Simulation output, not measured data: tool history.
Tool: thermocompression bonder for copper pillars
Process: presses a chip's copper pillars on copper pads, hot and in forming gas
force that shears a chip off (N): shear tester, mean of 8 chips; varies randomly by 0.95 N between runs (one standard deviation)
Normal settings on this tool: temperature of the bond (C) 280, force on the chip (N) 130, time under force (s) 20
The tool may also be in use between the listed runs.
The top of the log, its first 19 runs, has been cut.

run   hour  temperature of the bond (C)  force on the chip (N)  time under force (s)  hours of work since the heater was calibrated  hours of work since the force cell was calibrated  hours of work since the gas filter was changed  force that shears a chip off (N)
 20  239.4                          280                    130                    20                                            400                                                365                                             322                              83.0
 21  250.4                          268                    130                    26                                            408                                                373                                             331                              79.5
 22  265.3                          256                    135                    22                                            420                                                385                                             342                              66.8
 23  277.0                          280                    130                    57                                            429                                                394                                             351                             100.8
 24  284.5                          262                    180                    15                                            435                                                400                                             357                              81.5
 25  296.8                          301                     98                    28                                            444                                                409                                             367                              88.7
 26  304.2                          307                     89                    24                                            450                                                415                                             372                              84.8
 27  317.8                          305                    130                    12                                            461                                                425                                             383                              91.2
 28  329.0                          293                    103                    20                                            469                                                434                                             392                              78.5
 29  336.7                          293                    103                    20                                            475                                                440                                             398                              78.0
 30  350.7                          293                    103                    20                                            486                                                451                                             408                              79.4
 31  361.3                          293                     84                    20                                            494                                                459                                             417                              66.5
 32  371.1                          308                    136                    29                                            502                                                467                                             424                             106.6
 33  387.6                          253                    130                    17                                            515                                                479                                             437                              57.0
 34  397.4                          280                    130                    30                                            522                                                487                                             445                              90.7
 35  410.1                          280                    130                    30                                            532                                                497                                             454                              91.4
 36  423.6                          305                    175                    56                                            543                                                507                                             465                             113.1
 37  440.4                          275                    130                    20                                            556                                                520                                             478                              78.3
     446.1  -- forming gas filter changed
 38  456.0                          275                    154                    22                                            567                                                532                                               8                              92.4
 39  463.3                          275                    154                    22                                            573                                                538                                              13                              91.9
 40  472.2                          275                    154                    22                                            580                                                545                                              20                              91.8

Below are 3 alternative next runs, each starting from the tool's condition after run 40. Predict each:
  A  481.1                          280                    189                    20                                            587                                                551                                              27                                 ?
  B  481.1                          294                    158                    31                                            587                                                551                                              27                                 ?
  C  481.1                          283                    154                    22                                            587                                                551                                              27                                 ?

run  force that shears a chip off (N)
  A                             103.6
  B                             107.6
  C                              99.1
Without the tool's hidden state the same runs would have given:
run  force that shears a chip off (N)
  A                             100.6
  B                             105.5
  C                              95.4

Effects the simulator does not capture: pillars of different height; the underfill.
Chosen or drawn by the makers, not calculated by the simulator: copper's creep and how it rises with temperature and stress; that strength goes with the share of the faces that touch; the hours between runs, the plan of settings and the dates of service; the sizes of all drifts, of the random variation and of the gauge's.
